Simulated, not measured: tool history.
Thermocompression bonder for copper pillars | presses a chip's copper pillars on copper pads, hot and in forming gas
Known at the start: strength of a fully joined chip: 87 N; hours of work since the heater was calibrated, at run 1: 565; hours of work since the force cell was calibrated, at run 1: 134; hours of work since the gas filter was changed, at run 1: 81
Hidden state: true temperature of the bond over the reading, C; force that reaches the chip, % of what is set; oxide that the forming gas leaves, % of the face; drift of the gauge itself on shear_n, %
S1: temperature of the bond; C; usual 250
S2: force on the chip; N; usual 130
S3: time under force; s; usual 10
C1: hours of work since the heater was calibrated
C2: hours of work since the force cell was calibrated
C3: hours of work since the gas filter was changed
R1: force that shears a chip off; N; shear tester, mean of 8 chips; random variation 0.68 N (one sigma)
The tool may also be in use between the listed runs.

run    hour   S1   S2  S3   C1   C2   C3    R1
  1     0.0  250  130  10  565  134   81  42.0
  2    24.7  250  130  10  577  146   93  41.3
  3    39.6  250  130  10  584  154  100  40.4
  4    70.4  259  130  10  599  169  115  44.2
  5    94.9  250  130  10  611  181  127  41.1
  6   123.0  253  130  10  625  194  141  41.3
  7   139.8  250  130  10  633  203  149  39.0
  8   174.2  250  130  10  650  220  166  40.3
  9   210.4  250  130  10  668  237  184  39.0
 10   247.1  250  130  10  686  255  202  38.6
 11   279.2  250  130  10  702  271  217  38.8
 12   300.4  250  130  10  712  281  228  38.7
      309.9  -- forming gas filter changed
 13   318.7  250  130   8  721  290    4  37.9
      332.5  -- heater calibrated with a thermocouple chip
 14   351.5  250  109  10    9  305   19  43.5
 15   379.6  250  109  10   23  319   33  41.9
 16   398.8  250  109  10   32  328   43  43.1
 17   428.6  250  130  10   47  343   57  45.8
 18   452.1  250  130  10   59  354   69  43.8
 19   476.5  250  130  10   70  366   81  45.0
 20   492.8  250  130  10   78  374   89  44.4
 21   512.2  278  190  25   88  384   98  76.5
 22   537.9  278  156  12  101  396  111  65.0
 23   572.5  278  156  12  117  413  128  65.8
 24   600.5  278  156  12  131  427  141  64.9
 25   616.1  278  143   7  139  435  149  55.5
 26   636.6  228  141  10  149  445  159  32.3
 27   667.7  228  141  10  164  460  174  31.8
 28   700.5  250  132  10  180  476  190  42.5
 29   734.0  225  109  25  197  492  207  39.0
 30   757.5  225  109  25  208  504  218  38.8
      787.5  -- forming gas filter changed
 31   788.7  229   93  15  223  519    1  32.9
 32   808.0  229  151  15  233  528   10  39.5
 33   825.8  250  130  13  241  537   19  48.8
 34   855.2  250   79  25  256  551   33  48.8
 35   890.1  269  167  10  273  569   50  59.9
 36   926.4  279  108   7  290  586   68  50.9
 37   963.4  250  143   9  309  604   86  44.7
 38   991.7  245  143  21  322  618  100  52.6
 39  1018.9  245  143  21  336  632  113  52.2

Some steps in R1 between neighbouring runs. How much of each would the tool show without its hidden state too (settings, what came in, random variation), and how much is left for the hidden state, with any gauge scatter that isn't in both results?
Run 12 -> 13: S3 10 -> 8, forming gas filter changed. R1 -0.8 N: hidden state +2.7, all else -3.5.
Run 13 -> 14: S2 130 -> 109, S3 8 -> 10, heater calibrated with a thermocouple chip. R1 +5.6 N: hidden state +5.4, all else +0.2.
Run 20 -> 21: S1 250 -> 278, S2 130 -> 190, S3 10 -> 25. R1 +32.1 N: hidden state -1.0, all else +33.1.
Run 21 -> 22: S2 190 -> 156, S3 25 -> 12. R1 -11.5 N: hidden state -0.1, all else -11.4.
Run 25 -> 26: S1 278 -> 228, S2 143 -> 141, S3 7 -> 10. R1 -23.2 N: hidden state +0.8, all else -24.0.
Run 30 -> 31: S1 225 -> 229, S2 109 -> 93, S3 25 -> 15, forming gas filter changed. R1 -5.9 N: hidden state +2.7, all else -8.6.

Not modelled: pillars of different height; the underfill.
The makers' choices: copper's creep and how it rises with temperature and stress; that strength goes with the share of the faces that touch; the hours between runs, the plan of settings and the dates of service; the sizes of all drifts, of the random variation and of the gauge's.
